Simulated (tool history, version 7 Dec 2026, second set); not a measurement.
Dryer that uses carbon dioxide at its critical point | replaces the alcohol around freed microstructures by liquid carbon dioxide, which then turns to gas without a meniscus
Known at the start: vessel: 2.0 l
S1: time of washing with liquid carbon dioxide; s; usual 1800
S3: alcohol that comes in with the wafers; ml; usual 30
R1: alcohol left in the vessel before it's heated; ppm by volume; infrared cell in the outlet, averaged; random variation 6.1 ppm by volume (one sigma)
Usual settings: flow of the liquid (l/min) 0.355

run 1 hour=0.0 | S1=1800 flow_of_the_liquid_(l/min)=0.355 S3=30 | R1=273
run 2 hour=33.0 | S1=1800 flow_of_the_liquid_(l/min)=0.355 S3=112 | R1=999
run 3 hour=47.6 | S1=1800 flow_of_the_liquid_(l/min)=0.355 S3=112 | R1=1012
run 4 hour=80.2 | S1=1800 flow_of_the_liquid_(l/min)=0.355 S3=112 | R1=1026
run 5 hour=111.9 | S1=1800 flow_of_the_liquid_(l/min)=0.355 S3=112 | R1=1005
run 6 hour=142.7 | S1=1800 flow_of_the_liquid_(l/min)=0.355 S3=30 | R1=293
run 7 hour=163.3 | S1=1800 flow_of_the_liquid_(l/min)=0.223 S3=30 | R1=1231
run 8 hour=183.3 | S1=1800 flow_of_the_liquid_(l/min)=0.223 S3=30 | R1=1288
run 9 hour=199.9 | S1=1800 flow_of_the_liquid_(l/min)=0.355 S3=30 | R1=298
run 10 hour=221.4 | S1=1800 flow_of_the_liquid_(l/min)=0.355 S3=26 | R1=261
run 11 hour=243.1 | S1=1800 flow_of_the_liquid_(l/min)=0.355 S3=26 | R1=267
run 12 hour=256.6 | S1=1260 flow_of_the_liquid_(l/min)=0.355 S3=25 | R1=810
run 13 hour=286.2 | S1=2220 flow_of_the_liquid_(l/min)=0.454 S3=39 | R1=68
run 14 hour=302.7 | S1=1920 flow_of_the_liquid_(l/min)=0.454 S3=22 | R1=80
run 15 hour=324.2 | S1=2760 flow_of_the_liquid_(l/min)=0.355 S3=30 | R1=73
run 16 hour=340.1 | S1=2760 flow_of_the_liquid_(l/min)=0.588 S3=63 | R1=38
-- hour=352.7 inlet filter changed
run 17 hour=362.1 | S1=2760 flow_of_the_liquid_(l/min)=0.588 S3=63 | R1=39
run 18 hour=378.4 | S1=1140 flow_of_the_liquid_(l/min)=0.588 S3=47 | R1=322
run 19 hour=394.3 | S1=1140 flow_of_the_liquid_(l/min)=0.463 S3=47 | R1=785
run 20 hour=425.8 | S1=2400 flow_of_the_liquid_(l/min)=0.584 S3=36 | R1=41

Forecast each of these 5 alternatives for the next run:
run A hour=455.4 | S1=1920 flow_of_the_liquid_(l/min)=0.238 S3=88 | R1=?
run B hour=455.4 | S1=2400 flow_of_the_liquid_(l/min)=0.246 S3=33 | R1=?
run C hour=455.4 | S1=1800 flow_of_the_liquid_(l/min)=0.355 S3=97 | R1=?
run D hour=455.4 | S1=1800 flow_of_the_liquid_(l/min)=0.355 S3=56 | R1=?
run E hour=455.4 | S1=1140 flow_of_the_liquid_(l/min)=0.391 S3=75 | R1=?

run=A R1=2353
run=B R1=413
run=C R1=808
run=D R1=474
run=E R1=2154
Without the tool's hidden state the same runs would have given:
run=A R1=2262
run=B R1=363
run=C R1=746
run=D R1=423
run=E R1=2068
